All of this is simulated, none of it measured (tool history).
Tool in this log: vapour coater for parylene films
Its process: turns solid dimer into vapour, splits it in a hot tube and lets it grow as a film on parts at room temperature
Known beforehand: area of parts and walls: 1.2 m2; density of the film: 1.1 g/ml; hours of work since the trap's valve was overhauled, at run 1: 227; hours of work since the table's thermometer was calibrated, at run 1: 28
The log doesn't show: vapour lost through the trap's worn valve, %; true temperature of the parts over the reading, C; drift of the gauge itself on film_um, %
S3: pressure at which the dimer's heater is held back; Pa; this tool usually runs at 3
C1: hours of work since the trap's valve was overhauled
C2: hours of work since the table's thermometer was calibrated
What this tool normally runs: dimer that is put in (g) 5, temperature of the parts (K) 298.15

Run 1, hour 0: usual settings; C1 227; C2 28. Result: thickness of the film (nm) 2450.
Run 2, hour 39.6: usual settings; C1 252; C2 54. Result: thickness of the film (nm) 2450.
At hour 108.1: trap's valve overhauled.
Run 3, hour 121.5: usual settings; C1 9; C2 104. Result: thickness of the film (nm) 2700.
Run 4, hour 162.3: usual settings; C1 35; C2 131. Result: thickness of the film (nm) 2700.
Run 5, hour 200.1: usual settings; C1 60; C2 155. Result: thickness of the film (nm) 2700.
Run 6, hour 264.1: usual settings; C1 101; C2 197. Result: thickness of the film (nm) 2630.
Run 7, hour 297.9: usual settings; C1 123; C2 219. Result: thickness of the film (nm) 2620.
Run 8, hour 336.4: usual settings but dimer that is put in (g) 6; C1 148; C2 244. Result: thickness of the film (nm) 3080.
Run 9, hour 405.4: usual settings but dimer that is put in (g) 6; C1 193; C2 288. Result: thickness of the film (nm) 3040.
Run 10, hour 456: usual settings but dimer that is put in (g) 6; C1 226; C2 321. Result: thickness of the film (nm) 2960.
Run 11, hour 524.7: usual settings; C1 270; C2 366. Result: thickness of the film (nm) 2420.
At hour 571.4: trap's valve overhauled.
Run 12, hour 586.5: usual settings; C1 10; C2 403. Result: thickness of the film (nm) 2790.
Run 13, hour 667: usual settings; C1 62; C2 455. Result: thickness of the film (nm) 2750.
Run 14, hour 734.9: usual settings; C1 106; C2 499. Result: thickness of the film (nm) 2690.
Run 15, hour 771.9: usual settings; C1 130; C2 523. Result: thickness of the film (nm) 2620.
Run 16, hour 837.4: usual settings; C1 172; C2 566. Result: thickness of the film (nm) 2600.
Run 17, hour 894.3: usual settings but dimer that is put in (g) 2; C1 209; C2 603. Result: thickness of the film (nm) 1000.
Run 18, hour 946.4: usual settings; C1 243; C2 637. Result: thickness of the film (nm) 2480.
At hour 1031.6: trap's valve overhauled.
Run 19, hour 1032.3: usual settings but dimer that is put in (g) 8; C1 0; C2 690. Result: thickness of the film (nm) 4540.
Run 20, hour 1099.2: usual settings but dimer that is put in (g) 8; C1 44; C2 733. Result: thickness of the film (nm) 4480.
Run 21, hour 1146.3: usual settings but dimer that is put in (g) 8; C1 74; C2 764. Result: thickness of the film (nm) 4390.
Run 22, hour 1211.5: usual settings but dimer that is put in (g) 8, S3 2.07 Pa; C1 117; C2 806. Result: thickness of the film (nm) 4490.
Run 23, hour 1266.3: usual settings but dimer that is put in (g) 8, S3 2.07 Pa; C1 152; C2 841. Result: thickness of the film (nm) 4370.
Run 24, hour 1344.3: usual settings; C1 203; C2 892. Result: thickness of the film (nm) 2580.
Run 25, hour 1383.8: usual settings; C1 228; C2 917. Result: thickness of the film (nm) 2610.
Run 26, hour 1441.4: usual settings; C1 266; C2 955. Result: thickness of the film (nm) 2520.
At hour 1490.8: trap's valve overhauled.
Run 27, hour 1496.6: usual settings; C1 4; C2 988. Result: thickness of the film (nm) 2910.
Run 28, hour 1543.7: usual settings but temperature of the parts (K) 297.15, S3 5.25 Pa; C1 34; C2 1019. Result: thickness of the film (nm) 2860.
At hour 1591.7: table's thermometer calibrated.
Run 29, hour 1594.8: usual settings but dimer that is put in (g) 3, temperature of the parts (K) 297.15, S3 5.25 Pa; C1 67; C2 2. Result: thickness of the film (nm) 1630.
Run 30, hour 1659: usual settings but dimer that is put in (g) 9, temperature of the parts (K) 310.15, S3 5.97 Pa; C1 108; C2 44. Result: thickness of the film (nm) 2550.
Run 31, hour 1701.3: usual settings but temperature of the parts (K) 301.15, S3 10.75 Pa; C1 136; C2 71. Result: thickness of the film (nm) 2100.
Run 32, hour 1746.4: usual settings but dimer that is put in (g) 6, temperature of the parts (K) 302.15, S3 9.41 Pa; C1 165; C2 100. Result: thickness of the film (nm) 2320.
Run 33, hour 1793: usual settings but dimer that is put in (g) 7, S3 2.6 Pa; C1 195; C2 130. Result: thickness of the film (nm) 3530.
Run 34, hour 1852.8: usual settings but S3 2.85 Pa; C1 234; C2 169. Result: thickness of the film (nm) 2450.
Run 35, hour 1888.1: usual settings but S3 2.85 Pa; C1 257; C2 192. Result: thickness of the film (nm) 2510.
At hour 1949.6: trap's valve overhauled.
Run 36, hour 1950.6: usual settings but dimer that is put in (g) 7, temperature of the parts (K) 301.15, S3 3.83 Pa; C1 1; C2 230. Result: thickness of the film (nm) 3340.
Run 37, hour 1984.4: usual settings but dimer that is put in (g) 8, temperature of the parts (K) 291.15, S3 3.83 Pa; C1 23; C2 252. Result: thickness of the film (nm) 5830.
Run 38, hour 2021.4: usual settings but dimer that is put in (g) 8, temperature of the parts (K) 299.15; C1 47; C2 276. Result: thickness of the film (nm) 4230.
Run 39, hour 2088.4: usual settings but dimer that is put in (g) 8, temperature of the parts (K) 299.15; C1 90; C2 319. Result: thickness of the film (nm) 4080.
Run 40, hour 2125: usual settings but dimer that is put in (g) 8, temperature of the parts (K) 299.15, S3 11.47 Pa; C1 114; C2 343. Result: thickness of the film (nm) 3650.
Run 41, hour 2185.4: usual settings but dimer that is put in (g) 8; C1 153; C2 382. Result: thickness of the film (nm) 4230.
Run 42, hour 2251.7: usual settings but dimer that is put in (g) 8; C1 196; C2 425. Result: thickness of the film (nm) 4030.
Run 43, hour 2326.4: usual settings but dimer that is put in (g) 2, temperature of the parts (K) 308.15, S3 2.73 Pa; C1 244; C2 474. Result: thickness of the film (nm) 630.
Run 44, hour 2362.1: usual settings but dimer that is put in (g) 2, temperature of the parts (K) 308.15, S3 2.73 Pa; C1 267; C2 497. Result: thickness of the film (nm) 630.
At hour 2407.9: trap's valve overhauled.
Run 45, hour 2407.9: usual settings but dimer that is put in (g) 2, temperature of the parts (K) 308.15, S3 2.73 Pa; C1 0; C2 524. Result: thickness of the film (nm) 700.
Run 46, hour 2446.6: usual settings but dimer that is put in (g) 2, temperature of the parts (K) 308.15, S3 2.73 Pa; C1 25; C2 549. Result: thickness of the film (nm) 690.
Run 47, hour 2489.9: usual settings but dimer that is put in (g) 2; C1 53; C2 577. Result: thickness of the film (nm) 1110.

Consider 4 possible next runs. They are alternatives, not a sequence: every one starts from the tool as it was left by run 47. What does each give?
Run A, hour 2552.3: usual settings but dimer that is put in (g) 3, temperature of the parts (K) 303.15; C1 94; C2 618. Result: thickness of the film (nm) ?.
Run B, hour 2552.3: usual settings but dimer that is put in (g) 6, temperature of the parts (K) 297.15, S3 8.04 Pa; C1 94; C2 618. Result: thickness of the film (nm) ?.
Run C, hour 2552.3: usual settings but dimer that is put in (g) 2, temperature of the parts (K) 300.15, S3 3.58 Pa; C1 94; C2 618. Result: thickness of the film (nm) ?.
Run D, hour 2552.3: usual settings but temperature of the parts (K) 304.15, S3 7.12 Pa; C1 94; C2 618. Result: thickness of the film (nm) ?.

run  thickness of the film (nm)
  A                        1250
  B                        3210
  C                         970
  D                        1920
Had the tool no hidden state, the same runs would have come out as:
run  thickness of the film (nm)
  A                        1270
  B                        3260
  C                         980
  D                        1950
